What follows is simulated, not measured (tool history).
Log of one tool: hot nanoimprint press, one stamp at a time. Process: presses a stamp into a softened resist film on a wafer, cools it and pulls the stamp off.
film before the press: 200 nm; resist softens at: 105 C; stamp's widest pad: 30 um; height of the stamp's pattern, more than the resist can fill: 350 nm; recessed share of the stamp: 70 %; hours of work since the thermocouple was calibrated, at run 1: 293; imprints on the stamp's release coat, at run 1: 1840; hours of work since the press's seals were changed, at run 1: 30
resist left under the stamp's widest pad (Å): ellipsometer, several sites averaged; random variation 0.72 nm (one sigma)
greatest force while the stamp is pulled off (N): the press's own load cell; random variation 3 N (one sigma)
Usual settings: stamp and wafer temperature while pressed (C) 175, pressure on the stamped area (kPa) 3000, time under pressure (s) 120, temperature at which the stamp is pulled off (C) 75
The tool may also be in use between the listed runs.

run	hour	stamp and wafer temperature while pressed (C)	pressure on the stamped area (kPa)	time under pressure (s)	temperature at which the stamp is pulled off (C)	hours of work since the thermocouple was calibrated	imprints on the stamp's release coat	hours of work since the press's seals were changed	resist left under the stamp's widest pad (Å)	greatest force while the stamp is pulled off (N)
1	0	175	3000	120	75	293	1840	30	877	138
2	5.5	175	3000	115	75	295	1859	33	897	137
3	15.6	175	3000	120	77	299	1892	37	877	138
4	28.6	175	3000	120	77	305	1935	42	881	138
5	35.1	175	3000	120	77	307	1956	45	884	137
6	44.2	175	3000	120	77	311	1986	49	877	137
7	56.3	175	3000	120	71	316	2026	54	867	151
8	67.8	175	3000	193	71	321	2064	59	741	150
9	78.9	175	3000	193	71	326	2101	63	729	149
10	88.7	175	3000	193	71	330	2133	67	732	160
11	101.2	175	3000	193	71	335	2175	73	728	161
12	112.1	175	3000	193	71	339	2211	77	734	155
13	125.4	175	3000	193	71	345	2255	83	744	156
# hour 133.1: stamp cleaned and given a new release coat
14	140.3	163	2490	183	72	349	24	86	1444	148

Run 15 comes next. What will it give?
15	152.2	163	2490	183	72	354	63	91	?	?

resist left under the stamp's widest pad (Å): 1447
greatest force while the stamp is pulled off (N): 144
Without the tool's hidden state the same run would have given resist left under the stamp's widest pad (Å) 1442, greatest force while the stamp is pulled off (N) 144.

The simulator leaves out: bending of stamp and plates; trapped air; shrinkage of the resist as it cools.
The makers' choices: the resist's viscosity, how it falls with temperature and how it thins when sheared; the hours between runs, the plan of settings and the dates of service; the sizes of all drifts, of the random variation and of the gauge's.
